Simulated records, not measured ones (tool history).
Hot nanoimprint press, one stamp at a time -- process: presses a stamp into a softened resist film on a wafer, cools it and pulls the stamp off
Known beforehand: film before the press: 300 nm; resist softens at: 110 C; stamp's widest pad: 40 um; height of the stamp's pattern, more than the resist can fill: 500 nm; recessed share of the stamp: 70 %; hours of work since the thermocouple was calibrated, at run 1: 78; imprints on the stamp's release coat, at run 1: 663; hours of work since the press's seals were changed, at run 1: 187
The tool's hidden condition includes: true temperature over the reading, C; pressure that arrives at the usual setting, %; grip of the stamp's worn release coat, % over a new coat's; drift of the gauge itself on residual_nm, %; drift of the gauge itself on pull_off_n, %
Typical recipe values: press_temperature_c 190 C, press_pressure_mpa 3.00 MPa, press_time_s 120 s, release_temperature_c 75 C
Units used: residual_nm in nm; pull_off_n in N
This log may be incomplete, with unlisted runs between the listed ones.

run,day,press_temperature_c,press_pressure_mpa,press_time_s,release_temperature_c,hours of work since the thermocouple was calibrated,imprints on the stamp's release coat,hours of work since the press's seals were changed,residual_nm,pull_off_n
1,0.000,190,3.00,120,75,78,663,187,167.6,149
2,0.362,190,3.00,120,75,84,689,193,167.1,150
3,0.692,190,3.00,120,75,89,713,198,167.7,151
4,1.029,190,3.00,120,75,94,737,203,167.6,151
5,1.438,190,3.00,100,75,100,766,209,178.1,151
6,1.725,190,3.00,120,71,105,786,214,168.0,160
7,2.058,190,3.00,120,71,110,810,219,167.9,159
8,2.421,190,3.00,120,75,115,836,224,168.4,150
9,2.712,190,3.00,120,75,120,857,229,168.3,149
# day 3.192: stamp cleaned and given a new release coat
10,3.371,190,3.00,120,75,126,13,235,169.0,148
11,3.608,190,3.00,120,75,130,30,239,168.7,150
12,3.862,190,3.00,120,75,134,48,243,168.4,147
13,4.271,190,2.78,120,75,140,77,249,173.8,149
14,4.617,190,2.78,120,75,145,102,254,174.0,150
15,4.983,190,2.78,120,75,151,128,260,174.5,149
16,5.221,190,2.78,120,75,155,145,264,174.7,148
17,5.621,187,2.78,120,75,161,174,270,189.1,148
18,5.975,190,3.00,120,60,166,199,275,168.9,182
19,6.325,192,3.00,120,67,172,224,281,160.5,165
20,6.546,187,4.21,90,66,175,240,284,174.6,169
21,6.862,187,4.21,90,66,180,263,289,174.5,170
22,7.229,190,2.31,97,75,186,289,295,200.1,148
23,7.592,190,2.31,97,75,191,315,300,199.7,150
24,7.833,190,2.31,97,75,195,332,304,200.5,147
25,8.188,178,4.74,94,68,200,357,309,209.9,164
26,8.550,199,3.00,222,77,206,383,315,105.4,145
27,8.796,183,3.00,233,77,210,401,319,167.8,144
28,9.179,190,2.02,89,75,216,428,325,214.2,147
29,9.417,190,2.02,89,75,219,445,328,213.9,153
30,9.712,181,2.02,187,67,224,466,333,218.5,167

For each run, the measured value with the value that run would have given without the tool's hidden condition subtracted. The run-to-run variation is shared by both, the gauge scatter possibly not:
run,residual_nm
1,+0.0
2,+0.1
3,+0.2
4,+0.4
5,+0.4
6,+0.6
7,+0.6
8,+0.7
9,+0.8
10,+1.0
11,+1.0
12,+1.0
13,+1.2
14,+1.4
15,+1.5
16,+1.5
17,+1.8
18,+1.7
19,+1.8
20,+2.0
21,+2.0
22,+2.5
23,+2.6
24,+2.7
25,+2.9
26,+1.6
27,+2.5
28,+3.4
29,+3.5
30,+3.6
For pull_off_n, the value without the hidden state is never more than 2 N from the measured value.
